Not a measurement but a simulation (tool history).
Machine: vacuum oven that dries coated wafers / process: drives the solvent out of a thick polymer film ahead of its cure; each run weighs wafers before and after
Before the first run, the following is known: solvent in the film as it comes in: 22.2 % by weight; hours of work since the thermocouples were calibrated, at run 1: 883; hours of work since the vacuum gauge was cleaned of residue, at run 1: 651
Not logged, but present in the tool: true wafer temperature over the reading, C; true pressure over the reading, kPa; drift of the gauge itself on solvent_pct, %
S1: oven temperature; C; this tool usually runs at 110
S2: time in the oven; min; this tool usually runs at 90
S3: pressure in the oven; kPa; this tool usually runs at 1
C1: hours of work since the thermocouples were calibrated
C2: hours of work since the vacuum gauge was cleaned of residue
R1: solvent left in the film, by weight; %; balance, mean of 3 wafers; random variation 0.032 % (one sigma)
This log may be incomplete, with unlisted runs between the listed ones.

run     day   S1   S2    S3    C1    C2     R1
  1       0  110   90     1   883   651   4.91
  2   1.183  110   90     1   896   663   4.91
  3   2.354  110   90     1   909   676   4.86
  4   3.975  102   90     1   926   693   7.13
  5   5.642  102   90     1   944   711   7.05
  6   7.271  102   90     1   962   729    7.1
  7   9.038  102   90     1   981   748   7.08
  8   10.55  102   90     1   997   764   7.09
  9  12.808  100   90     1  1021   789   7.67
 10  14.567  100   90     1  1040   808   7.61
 11   15.85  100   90     1  1054   822    7.7
 12  17.888  110   90     1  1076   844    4.9
 13  19.521  110   58     1  1094   861   7.69
 14  21.108  110   58     1  1111   878   7.66
 15  22.454   96   90     1  1125   893   8.79
 16  24.788   96   90     1  1151   918   8.77
 17  26.846   96   90     1  1173   940    8.8
 18  28.638   96   90  1.32  1192   959    9.1
 19  30.788   96   90  3.38  1215   983  10.51
 20  32.954  116   58  2.27  1239  1006    6.5
 21  34.446  116   58  2.27  1255  1022   6.53
 22  36.575  110  115     1  1278  1045   3.47
 23  39.262  116  102     1  1307  1074   2.82
     40.429  -- oven's thermocouples calibrated
 24  41.779  113  161  1.72    15  1100   2.37
     42.042  -- vacuum gauge cleaned of residue and calibrated
 25  44.279  103   77  0.56    41    24   8.26
 26  45.875  111   77  3.52    58    41   7.47
     46.779  -- vacuum gauge cleaned of residue and calibrated, once more
 27  47.354  110   47  0.55    73     6   9.04
 28  48.525  117   82  1.17    86    19   4.01
 29  51.062  110   48     1   113    46   9.04
 30    52.3  116   48  2.77   127    60   8.21
 31   53.65   98  161  1.25   141    74   5.13
 32  54.875   98  161  1.25   154    87   5.05
 33  57.062  109   90     1   178   111   5.32
 34  59.183  109   90     1   201   134   5.37
 35  60.529  109  127  1.16   215   148   3.53
 36   62.55  109  127  1.28   237   170    3.6

Below are 4 alternative next runs, each starting from the tool's condition after run 36. Predict each:
  A  64.979  109  105  1.64  263  196   ?
  B  64.979  110   90  1.86  263  196   ?
  C  64.979  104   77  2.06  263  196   ?
  D  64.979  110   90   1.3  263  196   ?

run    R1
  A  4.83
  B  5.55
  C  8.37
  D  5.34
Take away the tool's hidden state, keep each run's random variation, and the runs would have read:
run    R1
  A  4.89
  B  5.62
  C  8.44
  D   5.4
